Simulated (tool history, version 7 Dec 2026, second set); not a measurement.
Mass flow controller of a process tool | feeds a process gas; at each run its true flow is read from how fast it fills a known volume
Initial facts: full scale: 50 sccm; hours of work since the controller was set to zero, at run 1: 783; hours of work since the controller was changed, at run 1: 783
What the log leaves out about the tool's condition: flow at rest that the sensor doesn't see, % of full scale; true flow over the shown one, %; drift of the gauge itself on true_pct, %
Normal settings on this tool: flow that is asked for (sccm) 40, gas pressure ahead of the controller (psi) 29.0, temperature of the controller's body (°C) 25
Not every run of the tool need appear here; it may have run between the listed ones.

run	hour	flow that is asked for (sccm)	gas pressure ahead of the controller (psi)	temperature of the controller's body (°C)	hours of work since the controller was set to zero	hours of work since the controller was changed	true flow (%)
1	0.0	40	29.0	25	783	783	100.07
2	43.6	19	29.0	25	801	801	99.95
3	102.7	40	29.0	37	825	825	99.29
4	181.3	15	29.0	25	858	858	99.95
5	233.3	15	29.0	25	879	879	99.93
6	305.4	40	29.0	25	909	909	100.16
7	364.5	40	33.4	25	933	933	100.03
8	440.9	20	22.5	35	965	965	99.52

What does the tool deliver on the next run?
9	516.9	20	22.5	35	996	996	?

Run 9 measured true flow (%) 99.56.
If the tool had no hidden condition, the same run with the same run-to-run variation would have returned true flow (%) 98.78.

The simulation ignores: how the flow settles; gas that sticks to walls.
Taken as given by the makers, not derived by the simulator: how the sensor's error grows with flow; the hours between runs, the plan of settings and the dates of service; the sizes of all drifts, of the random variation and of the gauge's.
